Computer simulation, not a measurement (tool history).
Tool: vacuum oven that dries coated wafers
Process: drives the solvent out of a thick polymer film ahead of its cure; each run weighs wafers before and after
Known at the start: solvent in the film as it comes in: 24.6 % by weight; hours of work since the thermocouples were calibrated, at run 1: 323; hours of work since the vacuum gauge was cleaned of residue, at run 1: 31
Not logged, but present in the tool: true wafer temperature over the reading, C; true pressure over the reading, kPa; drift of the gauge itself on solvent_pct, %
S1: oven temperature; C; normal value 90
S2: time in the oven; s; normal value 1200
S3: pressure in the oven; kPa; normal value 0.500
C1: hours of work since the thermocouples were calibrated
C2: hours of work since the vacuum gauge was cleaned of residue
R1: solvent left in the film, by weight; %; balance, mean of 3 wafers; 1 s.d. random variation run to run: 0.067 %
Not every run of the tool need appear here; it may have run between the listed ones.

run   hour   S1    S2     S3   C1   C2    R1
  1    0.0   90  1200  0.500  323   31  4.57
  2    8.0   90  1200  0.500  326   35  4.80
  3   18.9   90  1200  0.500  330   39  4.56
  4   34.0   90  1200  0.435  337   45  4.74
  5   48.6   90  1200  0.435  342   51  4.67
  6   63.3   90  1200  0.435  348   57  4.61
  7   72.3   90  1200  0.435  352   61  4.71
  8   82.0   90  1260  0.500  356   65  4.36
  9   90.6   90  1260  0.500  360   68  4.35
 10  105.2   90  1200  0.500  366   74  4.63
 11  114.5   90  1200  0.500  369   78  4.62
 12  123.1   90  1200  0.500  373   82  4.63
 13  136.5   90  1200  0.323  378   87  4.63
 14  146.0   90  1200  0.986  382   91  5.02
 15  155.4   90  1320  0.500  386   95  4.15
 16  163.2   90  1320  0.500  389   98  4.07
 17  174.3   90  1200  0.500  394  102  4.80
 18  190.3   90  1200  0.500  400  109  4.77
 19  204.4   90  1200  0.500  406  115  4.68
 20  213.7   78  1200  0.500  410  118  9.01
 21  221.4   78  1200  0.500  413  122  9.20
 22  233.3   78  1200  0.500  418  126  9.14
 23  246.1   78  1200  0.500  423  132  9.14
 24  257.6   78  1200  0.500  428  136  8.97
 25  266.6  104   960  0.500  431  140  2.23
 26  276.9  104   960  0.500  436  144  2.22
 27  294.1  104   960  0.500  443  151  2.20
     297.2  -- oven's thermocouples calibrated
 28  305.8  104   960  0.500    3  155  2.16
 29  313.8  102  1200  1.391    7  158  2.14
 30  329.1   90   840  1.984   13  165  8.24
 31  345.3   90  1800  0.500   20  171  2.44
 32  360.9   82  1980  0.945   26  178  4.57
     366.3  -- oven's thermocouples calibrated, once more
 33  380.8   82  1980  0.945    6  185  4.51
 34  397.9   84  1260  1.941   13  192  7.23
 35  410.3  103   960  1.941   18  197  3.02
 36  424.7   91  2040  0.448   24  203  1.56
 37  433.4   77  2040  0.500   27  206  5.62
 38  450.8  100  1020  0.489   34  214  2.79
 39  460.0  100  1020  0.489   38  217  2.83
 40  468.9  103  1560  1.074   42  221  1.05
 41  478.6  102   780  1.074   46  225  4.05
 42  491.1  102   780  1.074   51  230  3.98
 43  503.2   90   840  1.324   56  235  7.47
 44  514.7   90   840  1.324   61  240  7.57
 45  531.5   90  1440  0.466   67  246  3.68
 46  538.7  100   660  0.300   70  249  5.41
 47  548.7  100   660  0.300   74  253  5.49

3 options for the next run, each taken on its own from the tool as it stands now. Forecast them:
  A  564.8  100   660  0.820  81  260   ?
  B  564.8   99  1260  0.841  81  260   ?
  C  564.8   97  1440  0.383  81  260   ?

run    R1
  A  5.57
  B  2.25
  C  1.82
Without the tool's unlogged condition, the same runs would have read:
run    R1
  A  5.40
  B  2.13
  C  1.70
